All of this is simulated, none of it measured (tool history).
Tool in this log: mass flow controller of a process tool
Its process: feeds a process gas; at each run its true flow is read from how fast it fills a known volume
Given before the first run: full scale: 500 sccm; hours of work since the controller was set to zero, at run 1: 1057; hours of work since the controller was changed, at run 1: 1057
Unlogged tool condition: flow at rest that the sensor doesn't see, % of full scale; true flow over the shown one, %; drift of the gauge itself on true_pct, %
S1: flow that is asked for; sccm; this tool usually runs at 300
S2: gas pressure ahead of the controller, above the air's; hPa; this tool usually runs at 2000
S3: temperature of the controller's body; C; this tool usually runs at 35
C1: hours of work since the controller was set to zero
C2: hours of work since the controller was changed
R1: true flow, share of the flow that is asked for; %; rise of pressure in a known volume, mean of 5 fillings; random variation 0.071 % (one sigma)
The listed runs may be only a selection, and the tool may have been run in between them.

run 1 hour=0 | S1=300 S2=2000 S3=35 | C1=1057 C2=1057 | R1=100.5
run 2 hour=65.6 | S1=81 S2=2000 S3=35 | C1=1087 C2=1087 | R1=99.68
run 3 hour=97.2 | S1=81 S2=2000 S3=35 | C1=1102 C2=1102 | R1=99.75
run 4 hour=129.3 | S1=81 S2=2000 S3=35 | C1=1117 C2=1117 | R1=99.63
run 5 hour=171.7 | S1=300 S2=2000 S3=37 | C1=1136 C2=1136 | R1=100.56
run 6 hour=223.6 | S1=300 S2=2000 S3=37 | C1=1160 C2=1160 | R1=100.5
run 7 hour=258.7 | S1=300 S2=2000 S3=35 | C1=1177 C2=1177 | R1=100.39
run 8 hour=318.1 | S1=300 S2=2000 S3=35 | C1=1204 C2=1204 | R1=100.21
run 9 hour=352.7 | S1=300 S2=2000 S3=35 | C1=1220 C2=1220 | R1=100.33
run 10 hour=428.5 | S1=300 S2=1890 S3=35 | C1=1255 C2=1255 | R1=100.18
run 11 hour=469.2 | S1=300 S2=1700 S3=35 | C1=1274 C2=1274 | R1=100.1
run 12 hour=529.6 | S1=300 S2=1700 S3=35 | C1=1302 C2=1302 | R1=99.94
run 13 hour=589.5 | S1=300 S2=1700 S3=35 | C1=1330 C2=1330 | R1=100.02
run 14 hour=648.8 | S1=300 S2=1700 S3=35 | C1=1358 C2=1358 | R1=100.03
run 15 hour=681.1 | S1=157 S2=1700 S3=35 | C1=1373 C2=1373 | R1=99.52
run 16 hour=745.7 | S1=217 S2=2000 S3=35 | C1=1403 C2=1403 | R1=99.81
run 17 hour=794.7 | S1=217 S2=2000 S3=35 | C1=1425 C2=1425 | R1=99.62
run 18 hour=857.2 | S1=60 S2=2000 S3=35 | C1=1454 C2=1454 | R1=99.2
run 19 hour=917.4 | S1=60 S2=2000 S3=35 | C1=1482 C2=1482 | R1=99.02
run 20 hour=954.1 | S1=300 S2=2520 S3=35 | C1=1499 C2=1499 | R1=100.08
run 21 hour=990.2 | S1=118 S2=2000 S3=35 | C1=1516 C2=1516 | R1=99.2
run 22 hour=1056.4 | S1=118 S2=2000 S3=35 | C1=1547 C2=1547 | R1=99.23
run 23 hour=1091.7 | S1=300 S2=2000 S3=35 | C1=1563 C2=1563 | R1=99.83
run 24 hour=1141.4 | S1=300 S2=2000 S3=35 | C1=1586 C2=1586 | R1=99.7
-- hour=1199.2 gauge calibrated
run 25 hour=1212 | S1=253 S2=2470 S3=36 | C1=1619 C2=1619 | R1=100.55
run 26 hour=1282.9 | S1=397 S2=1430 S3=36 | C1=1652 C2=1652 | R1=100.68
run 27 hour=1349.4 | S1=300 S2=2340 S3=35 | C1=1683 C2=1683 | R1=100.39
run 28 hour=1381 | S1=262 S2=2050 S3=35 | C1=1697 C2=1697 | R1=100.32
run 29 hour=1435.7 | S1=262 S2=2010 S3=35 | C1=1723 C2=1723 | R1=100.12
run 30 hour=1507.7 | S1=188 S2=2490 S3=35 | C1=1756 C2=1756 | R1=100.09
run 31 hour=1571.4 | S1=100 S2=2000 S3=35 | C1=1786 C2=1786 | R1=99.62
run 32 hour=1623.9 | S1=72 S2=1500 S3=20 | C1=1810 C2=1810 | R1=97.61
run 33 hour=1672.4 | S1=174 S2=2300 S3=30 | C1=1832 C2=1832 | R1=99.16
run 34 hour=1717.1 | S1=174 S2=2300 S3=30 | C1=1853 C2=1853 | R1=99.28
run 35 hour=1790.9 | S1=53 S2=1670 S3=29 | C1=1887 C2=1887 | R1=98.52
run 36 hour=1834 | S1=58 S2=1670 S3=24 | C1=1907 C2=1907 | R1=97.91
run 37 hour=1887.1 | S1=58 S2=1670 S3=24 | C1=1932 C2=1932 | R1=97.89
run 38 hour=1936 | S1=300 S2=1620 S3=35 | C1=1955 C2=1955 | R1=99.99
run 39 hour=1982.2 | S1=198 S2=1450 S3=23 | C1=1976 C2=1976 | R1=98.11
run 40 hour=2050.9 | S1=69 S2=2180 S3=21 | C1=2008 C2=2008 | R1=97.81
run 41 hour=2110 | S1=69 S2=2180 S3=21 | C1=2035 C2=2035 | R1=97.71
run 42 hour=2147.3 | S1=300 S2=1490 S3=35 | C1=2053 C2=2053 | R1=99.82
run 43 hour=2198.6 | S1=300 S2=1490 S3=35 | C1=2076 C2=2076 | R1=99.88
run 44 hour=2265.6 | S1=300 S2=2000 S3=22 | C1=2108 C2=2108 | R1=98.38
run 45 hour=2314.4 | S1=214 S2=2190 S3=21 | C1=2130 C2=2130 | R1=98.11
run 46 hour=2363.5 | S1=407 S2=2000 S3=29 | C1=2153 C2=2153 | R1=99.6
run 47 hour=2427.9 | S1=84 S2=2000 S3=30 | C1=2183 C2=2183 | R1=98.47
run 48 hour=2469.5 | S1=84 S2=2530 S3=30 | C1=2202 C2=2202 | R1=98.55

Forecast each of these 3 alternatives for the next run:
run A hour=2507.8 | S1=132 S2=2120 S3=30 | C1=2220 C2=2220 | R1=?
run B hour=2507.8 | S1=84 S2=2680 S3=30 | C1=2220 C2=2220 | R1=?
run C hour=2507.8 | S1=473 S2=1630 S3=23 | C1=2220 C2=2220 | R1=?

run=A R1=98.58
run=B R1=98.66
run=C R1=98.9
What these runs would have given with no unlogged condition in the tool:
run=A R1=99.3
run=B R1=99.38
run=C R1=99.61
